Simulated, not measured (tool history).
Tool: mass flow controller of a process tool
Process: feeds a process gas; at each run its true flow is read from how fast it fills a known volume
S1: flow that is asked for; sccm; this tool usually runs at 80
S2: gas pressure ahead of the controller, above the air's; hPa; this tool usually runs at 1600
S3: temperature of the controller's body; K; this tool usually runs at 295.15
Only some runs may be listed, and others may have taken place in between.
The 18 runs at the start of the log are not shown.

run 19 hour=2175 | S1=31 S2=1600 S3=311.15 | true_flow_(%)=97.42
run 20 hour=2336.9 | S1=80 S2=1600 S3=295.15 | true_flow_(%)=97.97
run 21 hour=2442.3 | S1=29 S2=1600 S3=295.15 | true_flow_(%)=96.35
run 22 hour=2569.9 | S1=86 S2=2280 S3=295.15 | true_flow_(%)=97.61
run 23 hour=2738.8 | S1=86 S2=2280 S3=307.15 | true_flow_(%)=98.39
run 24 hour=2818 | S1=80 S2=1720 S3=300.15 | true_flow_(%)=98.03
run 25 hour=2937.7 | S1=75 S2=1600 S3=295.15 | true_flow_(%)=97.72
run 26 hour=3016.7 | S1=80 S2=1890 S3=301.15 | true_flow_(%)=97.95

What will run 27 give?
run 27 hour=3117.8 | S1=80 S2=2060 S3=298.15 | true_flow_(%)=?

{"run 27": {"true flow (%)": 97.72}}
With no hidden state in the tool, this same run would have given true flow (%) 98.76.
